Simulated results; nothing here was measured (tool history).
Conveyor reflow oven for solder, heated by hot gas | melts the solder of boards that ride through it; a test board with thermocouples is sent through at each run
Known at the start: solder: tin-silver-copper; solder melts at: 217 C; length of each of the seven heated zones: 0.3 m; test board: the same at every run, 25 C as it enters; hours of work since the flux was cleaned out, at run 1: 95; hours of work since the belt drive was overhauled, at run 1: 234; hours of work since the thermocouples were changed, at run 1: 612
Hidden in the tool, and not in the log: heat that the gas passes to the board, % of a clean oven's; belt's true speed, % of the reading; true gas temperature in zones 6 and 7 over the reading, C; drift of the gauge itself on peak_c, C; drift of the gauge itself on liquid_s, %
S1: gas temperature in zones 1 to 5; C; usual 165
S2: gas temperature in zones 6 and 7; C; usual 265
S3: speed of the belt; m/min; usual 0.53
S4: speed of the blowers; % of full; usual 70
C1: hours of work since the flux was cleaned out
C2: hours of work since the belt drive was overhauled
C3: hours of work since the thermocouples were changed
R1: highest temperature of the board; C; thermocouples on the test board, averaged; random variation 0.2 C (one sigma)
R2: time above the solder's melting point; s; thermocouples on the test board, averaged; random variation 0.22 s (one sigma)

| run | day | S1 | S2 | S3 | S4 | C1 | C2 | C3 | R1 | R2 |
|---|---|---|---|---|---|---|---|---|---|---|
| 1 | 0 | 165 | 265 | 0.53 | 70 | 95 | 234 | 612 | 246.9 | 43.4 |
| 2 | 0.483 | 151 | 265 | 0.53 | 70 | 102 | 241 | 619 | 244.2 | 37.5 |
| 3 | 0.7 | 151 | 265 | 0.53 | 70 | 105 | 244 | 622 | 244 | 37.8 |
| 4 | 1.2 | 151 | 265 | 0.53 | 70 | 112 | 251 | 629 | 243.7 | 37.4 |
| 5 | 1.467 | 151 | 265 | 0.53 | 70 | 116 | 254 | 632 | 243.7 | 37.7 |
| 6 | 1.746 | 151 | 265 | 0.53 | 70 | 120 | 258 | 636 | 243.7 | 37.5 |
| 7 | 2.225 | 151 | 265 | 0.53 | 70 | 126 | 265 | 643 | 243.7 | 37.7 |
| 8 | 2.558 | 150 | 269 | 0.458 | 78 | 131 | 270 | 648 | 254.6 | 53.9 |
| 9 | 3.071 | 177 | 279 | 0.582 | 79 | 138 | 277 | 655 | 259.2 | 50.1 |
| 10 | 3.338 | 170 | 261 | 0.497 | 86 | 142 | 280 | 658 | 249 | 51.2 |
| 11 | 3.592 | 163 | 266 | 0.497 | 86 | 145 | 284 | 662 | 252.5 | 51.6 |
| 12 | 4.05 | 163 | 266 | 0.497 | 86 | 152 | 290 | 668 | 252.6 | 51.5 |
| 13 | 4.4 | 163 | 265 | 0.426 | 51 | 156 | 295 | 673 | 248.9 | 56.2 |
| 14 | 4.9 | 163 | 265 | 0.426 | 51 | 163 | 302 | 680 | 248.7 | 56.2 |

Measured less the same run without the tool's hidden state. The same run-to-run variation is in both; the gauge's scatter may not be:
| run | R1 | R2 |
|---|---|---|
| 1 | +1 | +0.6 |
| 2 | +0.8 | +0.5 |
| 3 | +0.8 | +0.5 |
| 4 | +0.6 | +0.4 |
| 5 | +0.7 | +0.4 |
| 6 | +0.6 | +0.3 |
| 7 | +0.6 | +0.3 |
| 8 | +0.8 | +0.3 |
| 9 | +0.4 | +0.2 |
| 10 | +0.8 | +0.4 |
| 11 | +0.7 | +0.2 |
| 12 | +0.6 | +0.2 |
| 13 | +1.1 | +0.8 |
| 14 | +1 | +0.8 |

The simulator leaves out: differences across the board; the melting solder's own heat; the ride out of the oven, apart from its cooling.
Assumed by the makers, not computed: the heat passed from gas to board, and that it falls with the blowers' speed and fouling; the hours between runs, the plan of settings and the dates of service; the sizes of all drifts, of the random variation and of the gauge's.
